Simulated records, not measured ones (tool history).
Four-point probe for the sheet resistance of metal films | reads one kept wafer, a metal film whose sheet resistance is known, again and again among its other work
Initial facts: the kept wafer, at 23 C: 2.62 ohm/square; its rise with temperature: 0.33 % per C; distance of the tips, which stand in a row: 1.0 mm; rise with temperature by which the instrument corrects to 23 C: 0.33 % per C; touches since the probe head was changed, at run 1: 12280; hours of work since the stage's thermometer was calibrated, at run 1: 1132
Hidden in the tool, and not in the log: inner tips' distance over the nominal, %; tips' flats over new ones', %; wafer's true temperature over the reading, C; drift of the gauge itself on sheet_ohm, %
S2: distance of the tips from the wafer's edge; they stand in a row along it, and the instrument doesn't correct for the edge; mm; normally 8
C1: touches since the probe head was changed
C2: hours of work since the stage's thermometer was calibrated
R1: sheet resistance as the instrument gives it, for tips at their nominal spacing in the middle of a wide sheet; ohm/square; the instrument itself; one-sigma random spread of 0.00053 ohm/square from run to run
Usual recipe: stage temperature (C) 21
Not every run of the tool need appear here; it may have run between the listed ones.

run 1 hour=0 | stage_temperature_(C)=21 S2=8 | C1=12280 C2=1132 | R1=2.627665
run 2 hour=16.9 | stage_temperature_(C)=27 S2=8 | C1=12568 C2=1143 | R1=2.627792
run 3 hour=36.8 | stage_temperature_(C)=21 S2=8 | C1=12906 C2=1157 | R1=2.627737
run 4 hour=47.6 | stage_temperature_(C)=21 S2=3 | C1=13090 C2=1164 | R1=2.752895
run 5 hour=63.3 | stage_temperature_(C)=21 S2=8 | C1=13357 C2=1175 | R1=2.627426
run 6 hour=80 | stage_temperature_(C)=21 S2=8 | C1=13641 C2=1186 | R1=2.627431
run 7 hour=99.8 | stage_temperature_(C)=28 S2=8 | C1=13977 C2=1199 | R1=2.628557
run 8 hour=113.7 | stage_temperature_(C)=28 S2=8 | C1=14214 C2=1209 | R1=2.628746
run 9 hour=123.3 | stage_temperature_(C)=21 S2=8 | C1=14377 C2=1215 | R1=2.627532
run 10 hour=139.5 | stage_temperature_(C)=20 S2=42 | C1=14652 C2=1226 | R1=2.605651
run 11 hour=152 | stage_temperature_(C)=20 S2=24 | C1=14864 C2=1235 | R1=2.607749
run 12 hour=163.7 | stage_temperature_(C)=33 S2=10 | C1=15064 C2=1242 | R1=2.620211
run 13 hour=182.8 | stage_temperature_(C)=33 S2=10 | C1=15389 C2=1255 | R1=2.61957
-- hour=185.3 stage's thermometer calibrated
run 14 hour=202 | stage_temperature_(C)=32 S2=43 | C1=15706 C2=11 | R1=2.605235
run 15 hour=212.4 | stage_temperature_(C)=19 S2=8 | C1=15882 C2=18 | R1=2.625469
run 16 hour=228.5 | stage_temperature_(C)=19 S2=8 | C1=16156 C2=29 | R1=2.624739
run 17 hour=248.9 | stage_temperature_(C)=23 S2=42 | C1=16503 C2=43 | R1=2.603616
run 18 hour=269.9 | stage_temperature_(C)=23 S2=42 | C1=16860 C2=57 | R1=2.603179

For each run, the measured value with the value that run would have given without the tool's hidden condition subtracted. The run-to-run variation is shared by both, the gauge scatter possibly not:
run=1 R1=-0.01388
run=2 R1=-0.013903
run=3 R1=-0.014063
run=4 R1=-0.014742
run=5 R1=-0.014192
run=6 R1=-0.014274
run=7 R1=-0.014294
run=8 R1=-0.014357
run=9 R1=-0.01448
run=10 R1=-0.014455
run=11 R1=-0.014527
run=12 R1=-0.014499
run=13 R1=-0.014589
run=14 R1=-0.016969
run=15 R1=-0.017403
run=16 R1=-0.017476
run=17 R1=-0.017361
run=18 R1=-0.017459

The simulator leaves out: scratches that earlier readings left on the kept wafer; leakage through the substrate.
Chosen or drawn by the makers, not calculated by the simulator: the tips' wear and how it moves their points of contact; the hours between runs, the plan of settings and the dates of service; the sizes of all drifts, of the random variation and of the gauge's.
